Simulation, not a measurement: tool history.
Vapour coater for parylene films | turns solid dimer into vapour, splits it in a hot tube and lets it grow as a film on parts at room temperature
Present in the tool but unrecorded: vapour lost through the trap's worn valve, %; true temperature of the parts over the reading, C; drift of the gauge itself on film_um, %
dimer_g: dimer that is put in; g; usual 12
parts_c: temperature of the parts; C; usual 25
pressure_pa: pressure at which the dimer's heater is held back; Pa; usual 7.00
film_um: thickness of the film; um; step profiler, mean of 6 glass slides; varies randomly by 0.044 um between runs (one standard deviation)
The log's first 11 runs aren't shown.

| run | hour | dimer_g | parts_c | pressure_pa | hours of work since the trap's valve was overhauled | hours of work since the table's thermometer was calibrated | film_um |
|---|---|---|---|---|---|---|---|
|  | 169.7 | trap's valve overhauled, once more |
| 12 | 181.7 | 12 | 21 | 7.00 | 10 | 754 | 5.55 |
| 13 | 197.0 | 18 | 25 | 7.00 | 22 | 766 | 7.28 |
| 14 | 208.8 | 12 | 25 | 7.00 | 32 | 776 | 4.83 |
| 15 | 228.0 | 12 | 25 | 7.65 | 48 | 792 | 4.79 |
| 16 | 239.9 | 12 | 27 | 7.00 | 57 | 801 | 4.46 |
| 17 | 250.6 | 12 | 27 | 7.00 | 66 | 810 | 4.46 |
| 18 | 264.6 | 12 | 25 | 7.00 | 77 | 821 | 4.67 |
| 19 | 277.2 | 12 | 25 | 7.00 | 88 | 832 | 4.68 |
| 20 | 291.5 | 12 | 25 | 7.00 | 99 | 843 | 4.78 |
| 21 | 302.6 | 12 | 25 | 7.00 | 108 | 852 | 4.65 |
| 22 | 316.4 | 6 | 25 | 7.00 | 119 | 864 | 2.39 |
| 23 | 337.0 | 6 | 25 | 7.00 | 136 | 880 | 2.33 |
| 24 | 352.8 | 6 | 25 | 7.00 | 149 | 893 | 2.34 |
| 25 | 368.1 | 12 | 23 | 7.00 | 162 | 906 | 5.02 |
| 26 | 387.7 | 12 | 25 | 7.00 | 178 | 922 | 4.65 |

Estimate the outcome of run 27 from the log above:
| 27 | 405.7 | 12 | 25 | 7.00 | 192 | 936 | ? |

film_um: 4.63 um
Minus the tool's unlogged condition, the same run would have read film_um 4.99 um.

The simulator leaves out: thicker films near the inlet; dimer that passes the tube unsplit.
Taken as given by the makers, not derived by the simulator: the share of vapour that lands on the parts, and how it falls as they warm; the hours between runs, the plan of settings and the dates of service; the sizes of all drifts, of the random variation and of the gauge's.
